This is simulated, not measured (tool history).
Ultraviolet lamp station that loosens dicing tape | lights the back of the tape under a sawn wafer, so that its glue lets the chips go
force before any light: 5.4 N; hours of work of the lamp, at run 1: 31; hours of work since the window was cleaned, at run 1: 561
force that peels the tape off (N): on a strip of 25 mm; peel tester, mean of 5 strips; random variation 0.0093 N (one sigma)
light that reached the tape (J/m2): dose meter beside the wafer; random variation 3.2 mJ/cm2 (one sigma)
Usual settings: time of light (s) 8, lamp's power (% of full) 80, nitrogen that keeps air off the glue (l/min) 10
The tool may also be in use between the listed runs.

| run | hour | time of light (s) | lamp's power (% of full) | nitrogen that keeps air off the glue (l/min) | hours of work of the lamp | hours of work since the window was cleaned | force that peels the tape off (N) | light that reached the tape (J/m2) |
|---|---|---|---|---|---|---|---|---|
| 1 | 0 | 8 | 80 | 10 | 31 | 561 | 0.442 | 4600 |
| 2 | 14.3 | 8 | 80 | 10 | 37 | 568 | 0.46 | 4630 |
| 3 | 25.8 | 11 | 80 | 10 | 43 | 573 | 0.248 | 6370 |
| 4 | 43.3 | 11 | 80 | 10 | 51 | 581 | 0.259 | 6230 |
| 5 | 51.2 | 5 | 80 | 10 | 54 | 585 | 1.076 | 2840 |
| 6 | 62.9 | 5 | 80 | 10 | 60 | 590 | 1.081 | 2880 |
| 7 | 79.3 | 14 | 80 | 10 | 67 | 598 | 0.16 | 7960 |
| 8 | 97.1 | 14 | 80 | 10 | 75 | 606 | 0.161 | 7960 |
|  | 109.2 | window cleaned of glue's vapour |
| 9 | 113.6 | 8 | 80 | 12 | 83 | 2 | 0.452 | 4390 |
| 10 | 125 | 8 | 80 | 12 | 88 | 7 | 0.446 | 4390 |
| 11 | 132.6 | 8 | 80 | 10 | 92 | 11 | 0.491 | 4430 |
| 12 | 143.7 | 9 | 80 | 10 | 97 | 16 | 0.391 | 4930 |
| 13 | 152.4 | 8 | 80 | 10 | 101 | 20 | 0.508 | 4450 |
| 14 | 167.7 | 8 | 80 | 10 | 108 | 27 | 0.488 | 4350 |
| 15 | 183.1 | 8 | 80 | 10 | 115 | 34 | 0.494 | 4410 |
|  | 186.7 | window cleaned of glue's vapour, once more |
| 16 | 195 | 8 | 82 | 10 | 120 | 4 | 0.398 | 4830 |
| 17 | 213.2 | 8 | 82 | 10 | 128 | 12 | 0.433 | 4760 |
| 18 | 226.5 | 8 | 82 | 10 | 135 | 18 | 0.418 | 4750 |
| 19 | 243.6 | 5 | 64 | 3 | 142 | 26 | 2.089 | 2320 |
| 20 | 257.8 | 5 | 64 | 3 | 149 | 33 | 2.121 | 2320 |
| 21 | 273.7 | 8 | 96 | 10 | 156 | 40 | 0.299 | 5560 |
| 22 | 281.7 | 8 | 96 | 10 | 160 | 44 | 0.311 | 5570 |
| 23 | 300.1 | 6 | 96 | 9 | 169 | 52 | 0.558 | 4090 |
| 24 | 313.6 | 6 | 61 | 12 | 175 | 58 | 1.08 | 2580 |
| 25 | 323.6 | 6 | 70 | 12 | 179 | 63 | 0.937 | 2990 |
| 26 | 338.1 | 6 | 70 | 12 | 186 | 70 | 0.946 | 2990 |
| 27 | 346.8 | 6 | 70 | 12 | 190 | 74 | 0.955 | 2970 |
| 28 | 355.6 | 6 | 98 | 5 | 194 | 78 | 0.773 | 4110 |
| 29 | 364.1 | 6 | 98 | 5 | 198 | 82 | 0.795 | 4090 |
| 30 | 378.2 | 8 | 68 | 8 | 204 | 88 | 0.715 | 3840 |

The same runs without the tool's hidden state, with the same run-to-run variation:
The hidden state here: lamp's light, % of a new lamp's; light that the window lets through, % of a clean one's; drift of the gauge itself on peel_n, %; drift of the gauge itself on dose_mj_cm2, %.
| run | force that peels the tape off (N) | light that reached the tape (J/m2) |
|---|---|---|
| 1 | 0.384 | 4920 |
| 2 | 0.399 | 4970 |
| 3 | 0.217 | 6850 |
| 4 | 0.227 | 6730 |
| 5 | 0.951 | 3070 |
| 6 | 0.952 | 3120 |
| 7 | 0.144 | 8650 |
| 8 | 0.145 | 8690 |
| 9 | 0.361 | 4900 |
| 10 | 0.354 | 4910 |
| 11 | 0.389 | 4960 |
| 12 | 0.308 | 5540 |
| 13 | 0.4 | 5010 |
| 14 | 0.38 | 4910 |
| 15 | 0.383 | 4990 |
| 16 | 0.354 | 5090 |
| 17 | 0.385 | 5040 |
| 18 | 0.368 | 5040 |
| 19 | 1.964 | 2470 |
| 20 | 1.988 | 2480 |
| 21 | 0.258 | 5960 |
| 22 | 0.269 | 5980 |
| 23 | 0.479 | 4410 |
| 24 | 0.958 | 2800 |
| 25 | 0.818 | 3240 |
| 26 | 0.822 | 3250 |
| 27 | 0.828 | 3240 |
| 28 | 0.66 | 4480 |
| 29 | 0.677 | 4470 |
| 30 | 0.601 | 4210 |

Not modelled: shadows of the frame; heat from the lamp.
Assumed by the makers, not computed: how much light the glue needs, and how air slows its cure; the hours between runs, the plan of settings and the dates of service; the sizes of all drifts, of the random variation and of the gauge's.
